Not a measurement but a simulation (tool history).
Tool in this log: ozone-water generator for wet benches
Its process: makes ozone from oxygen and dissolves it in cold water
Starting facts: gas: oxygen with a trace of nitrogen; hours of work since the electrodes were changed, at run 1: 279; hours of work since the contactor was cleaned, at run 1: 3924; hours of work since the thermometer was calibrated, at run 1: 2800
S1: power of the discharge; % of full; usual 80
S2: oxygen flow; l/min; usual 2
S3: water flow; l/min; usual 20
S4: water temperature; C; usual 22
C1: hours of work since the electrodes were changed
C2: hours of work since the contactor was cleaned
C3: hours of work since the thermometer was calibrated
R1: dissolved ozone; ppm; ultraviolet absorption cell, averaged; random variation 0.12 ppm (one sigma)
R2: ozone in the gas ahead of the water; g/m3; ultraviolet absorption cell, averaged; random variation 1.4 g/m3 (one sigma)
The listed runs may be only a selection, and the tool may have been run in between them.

{"run": 1, "hour": 0.0, "S1": 80, "S2": 2, "S3": 20, "S4": 22, "C1": 279, "C2": 3924, "C3": 2800, "R1": 12.2, "R2": 260.7}
{"run": 2, "hour": 42.6, "S1": 72, "S2": 2, "S3": 20, "S4": 22, "C1": 317, "C2": 3962, "C3": 2838, "R1": 11.3, "R2": 238.9}
{"run": 3, "hour": 81.7, "S1": 80, "S2": 2, "S3": 20, "S4": 22, "C1": 352, "C2": 3997, "C3": 2873, "R1": 12.3, "R2": 262.9}
{"run": 4, "hour": 119.8, "S1": 80, "S2": 2, "S3": 20, "S4": 22, "C1": 385, "C2": 4031, "C3": 2907, "R1": 12.3, "R2": 263.2}
{"run": 5, "hour": 156.1, "S1": 80, "S2": 2, "S3": 20, "S4": 22, "C1": 418, "C2": 4063, "C3": 2939, "R1": 12.5, "R2": 262.3}
{"run": 6, "hour": 184.5, "S1": 80, "S2": 2, "S3": 20, "S4": 22, "C1": 443, "C2": 4088, "C3": 2964, "R1": 12.6, "R2": 263.6}
{"run": 7, "hour": 227.6, "S1": 80, "S2": 2, "S3": 20, "S4": 22, "C1": 481, "C2": 4127, "C3": 3003, "R1": 12.4, "R2": 263}
{"run": 8, "hour": 245.9, "S1": 80, "S2": 2, "S3": 20, "S4": 22, "C1": 498, "C2": 4143, "C3": 3019, "R1": 12.5, "R2": 259.6}
{"run": 9, "hour": 286.1, "S1": 95, "S2": 2, "S3": 20, "S4": 22, "C1": 534, "C2": 4179, "C3": 3055, "R1": 14.4, "R2": 308.7}
{"run": 10, "hour": 306.4, "S1": 80, "S2": 2, "S3": 20, "S4": 22, "C1": 552, "C2": 4197, "C3": 3073, "R1": 12.3, "R2": 261.5}
{"run": 11, "hour": 345.0, "S1": 80, "S2": 2, "S3": 20, "S4": 22, "C1": 586, "C2": 4231, "C3": 3107, "R1": 12.4, "R2": 259.7}
{"run": 12, "hour": 381.1, "S1": 80, "S2": 2, "S3": 20, "S4": 18, "C1": 618, "C2": 4263, "C3": 3139, "R1": 12.9, "R2": 259.3}
{"run": 13, "hour": 417.3, "S1": 80, "S2": 2, "S3": 20, "S4": 18, "C1": 651, "C2": 4296, "C3": 3172, "R1": 12.6, "R2": 260.3}
{"run": 14, "hour": 437.2, "S1": 80, "S2": 2, "S3": 20, "S4": 18, "C1": 668, "C2": 4313, "C3": 3189, "R1": 12.8, "R2": 261.1}
{"run": 15, "hour": 459.2, "S1": 80, "S2": 2, "S3": 20, "S4": 22, "C1": 688, "C2": 4333, "C3": 3209, "R1": 12.4, "R2": 262.8}
{"run": 16, "hour": 478.0, "S1": 80, "S2": 2, "S3": 20, "S4": 22, "C1": 705, "C2": 4350, "C3": 3226, "R1": 12.5, "R2": 260.6}
{"run": 17, "hour": 497.7, "S1": 80, "S2": 2, "S3": 20, "S4": 22, "C1": 722, "C2": 4367, "C3": 3243, "R1": 12.3, "R2": 262.5}
{"run": 18, "hour": 522.5, "S1": 80, "S2": 2, "S3": 20, "S4": 22, "C1": 744, "C2": 4389, "C3": 3265, "R1": 12.3, "R2": 263.5}
{"run": 19, "hour": 547.1, "S1": 58, "S2": 1.09, "S3": 21, "S4": 15, "C1": 766, "C2": 4411, "C3": 3287, "R1": 7.6, "R2": 264.6}
{"run": 20, "hour": 566.6, "S1": 58, "S2": 1.09, "S3": 21, "S4": 15, "C1": 784, "C2": 4429, "C3": 3305, "R1": 7.4, "R2": 263.6}
{"run": 21, "hour": 607.3, "S1": 83, "S2": 1.74, "S3": 12, "S4": 17, "C1": 820, "C2": 4465, "C3": 3341, "R1": 20.8, "R2": 292.2}
{"run": 22, "hour": 627.0, "S1": 95, "S2": 2.91, "S3": 16, "S4": 14, "C1": 838, "C2": 4483, "C3": 3359, "R1": 21.1, "R2": 254.2}
{"run": 23, "hour": 651.1, "S1": 80, "S2": 2.89, "S3": 16, "S4": 16, "C1": 859, "C2": 4504, "C3": 3380, "R1": 17.2, "R2": 218.1}
{"run": 24, "hour": 673.8, "S1": 80, "S2": 1.7, "S3": 16, "S4": 19, "C1": 879, "C2": 4524, "C3": 3400, "R1": 14.9, "R2": 280.7}
{"run": 25, "hour": 716.6, "S1": 80, "S2": 1.7, "S3": 16, "S4": 19, "C1": 917, "C2": 4563, "C3": 3439, "R1": 15.1, "R2": 282.3}
{"run": 26, "hour": 749.2, "S1": 80, "S2": 1.7, "S3": 16, "S4": 19, "C1": 946, "C2": 4592, "C3": 3468, "R1": 15.1, "R2": 281.4}
{"run": 27, "hour": 780.2, "S1": 80, "S2": 1.7, "S3": 16, "S4": 19, "C1": 974, "C2": 4619, "C3": 3495, "R1": 15.1, "R2": 283.8}
{"run": 28, "hour": 805.7, "S1": 59, "S2": 1.77, "S3": 17, "S4": 15, "C1": 997, "C2": 4642, "C3": 3518, "R1": 11.3, "R2": 211.1}
{"run": 29, "hour": 843.1, "S1": 59, "S2": 1.77, "S3": 17, "S4": 15, "C1": 1030, "C2": 4675, "C3": 3551, "R1": 11.5, "R2": 210.4}
{"run": 30, "hour": 868.5, "S1": 74, "S2": 1.16, "S3": 14, "S4": 24, "C1": 1053, "C2": 4698, "C3": 3574, "R1": 13.8, "R2": 320.1}
{"run": 31, "hour": 910.4, "S1": 96, "S2": 1.58, "S3": 16, "S4": 22, "C1": 1090, "C2": 4735, "C3": 3611, "R1": 17, "R2": 349.1}
{"run": 32, "hour": 933.6, "S1": 80, "S2": 2.58, "S3": 19, "S4": 22, "C1": 1111, "C2": 4756, "C3": 3632, "R1": 13.6, "R2": 229.1}
{"run": 33, "hour": 966.0, "S1": 47, "S2": 1.47, "S3": 15, "S4": 15, "C1": 1140, "C2": 4785, "C3": 3661, "R1": 9.8, "R2": 185.1}

Consider 4 possible next runs. They are alternatives, not a sequence: every one starts from the tool as it was left by run 33. What does each give?
{"run": "A", "hour": 1007.5, "S1": 80, "S2": 1.02, "S3": 20, "S4": 20, "C1": 1177, "C2": 4822, "C3": 3698, "R1": "?", "R2": "?"}
{"run": "B", "hour": 1007.5, "S1": 47, "S2": 1.59, "S3": 18, "S4": 15, "C1": 1177, "C2": 4822, "C3": 3698, "R1": "?", "R2": "?"}
{"run": "C", "hour": 1007.5, "S1": 47, "S2": 1.47, "S3": 15, "S4": 15, "C1": 1177, "C2": 4822, "C3": 3698, "R1": "?", "R2": "?"}
{"run": "D", "hour": 1007.5, "S1": 47, "S2": 1.99, "S3": 25, "S4": 15, "C1": 1177, "C2": 4822, "C3": 3698, "R1": "?", "R2": "?"}

run=A R1=10.3 R2=362.9
run=B R1=8.5 R2=179.9
run=C R1=9.9 R2=186.8
run=D R1=6.4 R2=161.5
The same runs, with their run-to-run variation unchanged, on a tool lacking any hidden condition would have given:
run=A R1=10.3 R2=363
run=B R1=8.5 R2=179.9
run=C R1=9.9 R2=186.8
run=D R1=6.4 R2=161.6

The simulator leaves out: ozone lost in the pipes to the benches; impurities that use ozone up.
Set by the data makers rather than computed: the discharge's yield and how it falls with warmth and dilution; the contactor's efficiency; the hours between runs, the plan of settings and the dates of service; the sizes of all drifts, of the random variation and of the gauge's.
